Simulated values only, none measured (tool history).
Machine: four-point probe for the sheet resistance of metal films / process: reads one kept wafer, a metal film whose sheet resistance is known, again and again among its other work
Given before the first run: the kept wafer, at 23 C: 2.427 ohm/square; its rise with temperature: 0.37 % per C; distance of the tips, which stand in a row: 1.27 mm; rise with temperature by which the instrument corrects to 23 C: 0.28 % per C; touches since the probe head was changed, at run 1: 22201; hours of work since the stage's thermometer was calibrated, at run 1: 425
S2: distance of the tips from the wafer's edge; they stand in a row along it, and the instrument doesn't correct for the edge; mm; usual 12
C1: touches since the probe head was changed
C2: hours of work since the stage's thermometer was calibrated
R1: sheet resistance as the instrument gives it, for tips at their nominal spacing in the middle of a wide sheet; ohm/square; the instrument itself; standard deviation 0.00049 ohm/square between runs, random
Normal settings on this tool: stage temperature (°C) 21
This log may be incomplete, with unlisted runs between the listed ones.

{"run": 1, "hour": 0.0, "stage temperature (°C)": 21, "S2": 12, "C1": 22201, "C2": 425, "R1": 2.437003}
{"run": 2, "hour": 20.0, "stage temperature (°C)": 21, "S2": 12, "C1": 23115, "C2": 439, "R1": 2.437269}
{"run": 3, "hour": 31.8, "stage temperature (°C)": 21, "S2": 12, "C1": 23653, "C2": 447, "R1": 2.436774}
{"run": 4, "hour": 43.4, "stage temperature (°C)": 21, "S2": 12, "C1": 24188, "C2": 454, "R1": 2.436849}
{"run": 5, "hour": 56.2, "stage temperature (°C)": 21, "S2": 12, "C1": 24770, "C2": 463, "R1": 2.435946}
{"run": 6, "hour": 74.1, "stage temperature (°C)": 21, "S2": 39, "C1": 25591, "C2": 475, "R1": 2.424049}
{"run": 7, "hour": 94.9, "stage temperature (°C)": 27, "S2": 12, "C1": 26539, "C2": 489, "R1": 2.450781}
{"run": 8, "hour": 106.6, "stage temperature (°C)": 21, "S2": 5, "C1": 27075, "C2": 497, "R1": 2.504556}
{"run": 9, "hour": 123.1, "stage temperature (°C)": 21, "S2": 12, "C1": 27831, "C2": 508, "R1": 2.43621}
{"run": 10, "hour": 133.4, "stage temperature (°C)": 26, "S2": 12, "C1": 28301, "C2": 515, "R1": 2.447427}
{"run": 11, "hour": 151.4, "stage temperature (°C)": 31, "S2": 12, "C1": 29124, "C2": 527, "R1": 2.459489}
{"run": 12, "hour": 162.4, "stage temperature (°C)": 31, "S2": 12, "C1": 29627, "C2": 535, "R1": 2.459909}
{"run": 13, "hour": 180.3, "stage temperature (°C)": 31, "S2": 12, "C1": 30447, "C2": 547, "R1": 2.458554}
{"run": 14, "hour": 196.2, "stage temperature (°C)": 31, "S2": 12, "C1": 31173, "C2": 557, "R1": 2.460161}
{"run": 15, "hour": 211.1, "stage temperature (°C)": 31, "S2": 5, "C1": 31857, "C2": 568, "R1": 2.526991}
{"run": 16, "hour": 231.4, "stage temperature (°C)": 31, "S2": 5, "C1": 32783, "C2": 581, "R1": 2.526674}
{"run": 17, "hour": 248.7, "stage temperature (°C)": 30, "S2": 9, "C1": 33575, "C2": 593, "R1": 2.468718}
{"run": 18, "hour": 257.5, "stage temperature (°C)": 26, "S2": 4, "C1": 33975, "C2": 599, "R1": 2.559371}
{"run": 19, "hour": 273.6, "stage temperature (°C)": 19, "S2": 4, "C1": 34714, "C2": 610, "R1": 2.540989}
{"run": 20, "hour": 282.8, "stage temperature (°C)": 21, "S2": 6, "C1": 35132, "C2": 616, "R1": 2.47904}
{"run": 21, "hour": 304.5, "stage temperature (°C)": 21, "S2": 5, "C1": 36124, "C2": 631, "R1": 2.503851}
{"run": 22, "hour": 314.4, "stage temperature (°C)": 21, "S2": 7, "C1": 36580, "C2": 637, "R1": 2.464856}
{"run": 23, "hour": 327.2, "stage temperature (°C)": 21, "S2": 7, "C1": 37164, "C2": 646, "R1": 2.465263}
{"run": 24, "hour": 343.6, "stage temperature (°C)": 26, "S2": 5, "C1": 37914, "C2": 657, "R1": 2.51442}
{"run": 25, "hour": 354.5, "stage temperature (°C)": 26, "S2": 5, "C1": 38412, "C2": 664, "R1": 2.515151}
{"run": 26, "hour": 365.0, "stage temperature (°C)": 32, "S2": 4, "C1": 38891, "C2": 671, "R1": 2.572624}
{"run": 27, "hour": 377.9, "stage temperature (°C)": 28, "S2": 23, "C1": 39484, "C2": 680, "R1": 2.441422}
{"run": 28, "hour": 390.9, "stage temperature (°C)": 30, "S2": 7, "C1": 40078, "C2": 689, "R1": 2.485087}
{"run": 29, "hour": 412.4, "stage temperature (°C)": 21, "S2": 20, "C1": 41061, "C2": 703, "R1": 2.427688}
{"run": 30, "hour": 429.0, "stage temperature (°C)": 21, "S2": 20, "C1": 41819, "C2": 715, "R1": 2.427586}
{"run": 31, "hour": 447.2, "stage temperature (°C)": 26, "S2": 20, "C1": 42653, "C2": 727, "R1": 2.439209}

Each row is a separate what-if for the run after 31, all from the same tool condition, not one after another. Results?
{"run": "A", "hour": 463.3, "stage temperature (°C)": 26, "S2": 6, "C1": 43388, "C2": 738, "R1": "?"}
{"run": "B", "hour": 463.3, "stage temperature (°C)": 23, "S2": 12, "C1": 43388, "C2": 738, "R1": "?"}
{"run": "C", "hour": 463.3, "stage temperature (°C)": 27, "S2": 5, "C1": 43388, "C2": 738, "R1": "?"}
{"run": "D", "hour": 463.3, "stage temperature (°C)": 21, "S2": 13, "C1": 43388, "C2": 738, "R1": "?"}

run=A R1=2.491075
run=B R1=2.441459
run=C R1=2.517602
run=D R1=2.435236
Stripped of hidden state, with their random variation kept, the same runs would have yielded:
run=A R1=2.491069
run=B R1=2.441454
run=C R1=2.517596
run=D R1=2.435231
